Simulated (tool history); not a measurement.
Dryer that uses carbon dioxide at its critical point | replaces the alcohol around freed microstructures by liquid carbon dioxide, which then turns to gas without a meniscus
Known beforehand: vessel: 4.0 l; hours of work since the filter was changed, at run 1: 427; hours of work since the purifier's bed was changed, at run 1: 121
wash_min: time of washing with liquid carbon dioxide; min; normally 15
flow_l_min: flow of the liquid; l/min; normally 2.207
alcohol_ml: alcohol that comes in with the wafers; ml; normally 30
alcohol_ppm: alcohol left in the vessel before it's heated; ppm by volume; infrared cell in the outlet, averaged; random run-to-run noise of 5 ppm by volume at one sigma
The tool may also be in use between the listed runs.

| run | hour | wash_min | flow_l_min | alcohol_ml | hours of work since the filter was changed | hours of work since the purifier's bed was changed | alcohol_ppm |
|---|---|---|---|---|---|---|---|
| 1 | 0 | 15 | 2.207 | 30 | 427 | 121 | 47 |
| 2 | 19.4 | 15 | 2.53 | 30 | 435 | 129 | 54 |
| 3 | 32.7 | 15 | 2.207 | 80 | 441 | 134 | 70 |
| 4 | 49.9 | 12 | 2.207 | 80 | 448 | 142 | 127 |
| 5 | 70.6 | 10 | 2.207 | 80 | 457 | 150 | 225 |
| 6 | 82.3 | 15 | 2.207 | 30 | 462 | 155 | 66 |
| 7 | 93 | 15 | 2.207 | 85 | 466 | 160 | 77 |
| 8 | 116.5 | 15 | 2.207 | 85 | 476 | 170 | 98 |
| 9 | 131.1 | 23 | 2.207 | 30 | 482 | 176 | 64 |
| 10 | 151 | 15 | 2.73 | 69 | 491 | 185 | 75 |
| 11 | 163.8 | 15 | 2.73 | 69 | 496 | 190 | 66 |
| 12 | 188.1 | 15 | 2.7 | 47 | 507 | 200 | 79 |
| 13 | 205.6 | 15 | 2.207 | 115 | 514 | 208 | 101 |
| 14 | 219.9 | 15 | 2.207 | 115 | 520 | 214 | 102 |
| 15 | 232.6 | 12 | 2.63 | 23 | 525 | 219 | 84 |

Consider 4 possible next runs. They are alternatives, not a sequence: every one starts from the tool as it was left by run 15. What does each give?
| A | 252.5 | 12 | 1.84 | 28 | 534 | 227 | ? |
| B | 252.5 | 14 | 2.207 | 30 | 534 | 227 | ? |
| C | 252.5 | 20 | 1.62 | 98 | 534 | 227 | ? |
| D | 252.5 | 16 | 1.52 | 23 | 534 | 227 | ? |

| run | alcohol_ppm |
|---|---|
| A | 149 |
| B | 92 |
| C | 103 |
| D | 128 |
The same runs, with their run-to-run variation unchanged, on a tool lacking any hidden condition would have given:
| run | alcohol_ppm |
|---|---|
| A | 35 |
| B | 6 |
| C | 5 |
| D | 29 |
